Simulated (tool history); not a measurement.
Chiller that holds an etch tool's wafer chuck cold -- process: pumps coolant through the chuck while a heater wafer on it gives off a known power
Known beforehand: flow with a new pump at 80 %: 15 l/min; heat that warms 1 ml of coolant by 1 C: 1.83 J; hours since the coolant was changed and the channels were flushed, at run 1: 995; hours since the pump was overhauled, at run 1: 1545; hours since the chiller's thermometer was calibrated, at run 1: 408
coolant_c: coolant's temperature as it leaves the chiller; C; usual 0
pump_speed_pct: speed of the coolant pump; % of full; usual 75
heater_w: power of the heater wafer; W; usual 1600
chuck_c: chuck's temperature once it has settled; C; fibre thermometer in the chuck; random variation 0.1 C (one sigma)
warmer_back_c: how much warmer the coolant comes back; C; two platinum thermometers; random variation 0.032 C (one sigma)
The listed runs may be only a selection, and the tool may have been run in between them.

run,hour,coolant_c,pump_speed_pct,heater_w,hours since the coolant was changed and the channels were flushed,hours since the pump was overhauled,hours since the chiller's thermometer was calibrated,chuck_c,warmer_back_c
1,0,0,75,1600,995,1545,408,13.2,3.8
2,42.5,0,75,1600,1037,1588,451,13,3.73
3,137.9,0,75,1600,1132,1683,546,13.2,3.81
4,222.2,0,72,1600,1217,1767,630,13.4,3.94
5,286.2,0,72,1600,1281,1831,694,13.6,3.9
6,339.5,0,72,1600,1334,1885,748,13.6,3.93
7,415.1,-7,72,1600,1410,1960,823,6.6,3.91
8,473.4,-1,75,1600,1468,2018,882,12,3.84
9,556.8,0,80,1600,1551,2102,965,12.7,3.56
10,599.9,0,80,1600,1594,2145,1008,12.6,3.55
11,663.7,0,80,1600,1658,2209,1072,12.7,3.57
12,756.6,0,79,1600,1751,2302,1165,12.6,3.68
13,827.5,0,79,1600,1822,2373,1236,12.6,3.66
14,881.1,0,75,1600,1876,2426,1289,13.3,3.87
15,924.4,3,75,1600,1919,2469,1333,16.4,3.84
16,987.8,0,84,1600,1982,2533,1396,12.3,3.49
17,1058.3,0,84,1366,2053,2603,1466,10.4,2.97
18,1131.6,0,79,1221,2126,2677,1540,9.6,2.83
19,1177.7,0,94,874,2172,2723,1586,6.1,1.8
20,1236.7,-2,100,1416,2231,2782,1645,7.5,2.66
21,1304.5,-2,100,1416,2299,2850,1713,7.4,2.6
22,1385.1,-6,100,2367,2380,2930,1793,10,4.26
23,1431,-6,88,1301,2425,2976,1839,3.4,2.72
24,1490.6,-6,88,1301,2485,3036,1899,3.6,2.81
25,1565.8,-2,62,2025,2560,3111,1974,17.2,5.87
26,1660.6,-4,62,2025,2655,3206,2069,15.2,5.87
27,1752.9,10,93,1424,2747,3298,2161,20.2,2.89
28,1848.5,0,68,1400,2843,3394,2257,12.5,3.79
29,1905.8,-7,66,1004,2900,3451,2314,2.1,2.85

Expected results for the next run?
30,2001.3,7,67,898,2996,3546,2409,?,?

{"run 30": {"chuck_c": 15, "warmer_back_c": 2.58}}
On a tool with no hidden condition, and with the same random variation, this run would have come out at chuck_c 15 C, warmer_back_c 2.36 C.
